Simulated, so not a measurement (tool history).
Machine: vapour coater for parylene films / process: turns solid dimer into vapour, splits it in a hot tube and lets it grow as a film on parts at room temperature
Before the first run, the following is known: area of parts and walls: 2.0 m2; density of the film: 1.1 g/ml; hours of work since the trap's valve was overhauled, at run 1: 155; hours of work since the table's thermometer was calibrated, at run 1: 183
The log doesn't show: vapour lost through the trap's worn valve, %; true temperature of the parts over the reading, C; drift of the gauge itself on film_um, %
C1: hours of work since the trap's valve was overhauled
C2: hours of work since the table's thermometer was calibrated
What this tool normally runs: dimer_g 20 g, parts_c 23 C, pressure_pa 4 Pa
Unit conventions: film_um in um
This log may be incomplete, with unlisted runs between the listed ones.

run 1 hour=0 | dimer_g=20 parts_c=23 pressure_pa=4 | C1=155 C2=183 | film_um=5.11
run 2 hour=23.3 | dimer_g=20 parts_c=33 pressure_pa=4 | C1=173 C2=201 | film_um=3.86
run 3 hour=56.6 | dimer_g=20 parts_c=33 pressure_pa=4 | C1=198 C2=226 | film_um=3.78
run 4 hour=87.1 | dimer_g=20 parts_c=33 pressure_pa=4 | C1=221 C2=249 | film_um=3.77
run 5 hour=126.3 | dimer_g=20 parts_c=33 pressure_pa=7.2 | C1=251 C2=279 | film_um=3.49
run 6 hour=160 | dimer_g=20 parts_c=33 pressure_pa=7.2 | C1=277 C2=305 | film_um=3.38
run 7 hour=187 | dimer_g=14 parts_c=23 pressure_pa=4 | C1=297 C2=325 | film_um=3.48
run 8 hour=221.9 | dimer_g=19 parts_c=34 pressure_pa=10.18 | C1=324 C2=352 | film_um=2.99
run 9 hour=259.7 | dimer_g=20 parts_c=23 pressure_pa=9.24 | C1=352 C2=380 | film_um=4.28
run 10 hour=288.4 | dimer_g=9 parts_c=17 pressure_pa=7.49 | C1=374 C2=402 | film_um=2.42
run 11 hour=330.3 | dimer_g=9 parts_c=21 pressure_pa=2.79 | C1=406 C2=434 | film_um=2.5

Below are 3 alternative next runs, each starting from the tool's condition after run 11. Predict each:
run A hour=356.8 | dimer_g=20 parts_c=15 pressure_pa=3.54 | C1=426 C2=454 | film_um=?
run B hour=356.8 | dimer_g=11 parts_c=17 pressure_pa=6.53 | C1=426 C2=454 | film_um=?
run C hour=356.8 | dimer_g=14 parts_c=23 pressure_pa=4 | C1=426 C2=454 | film_um=?

run=A film_um=6.44
run=B film_um=2.96
run=C film_um=3.47
What these runs would have given with no unlogged condition in the tool:
run=A film_um=7
run=B film_um=3.22
run=C film_um=3.77
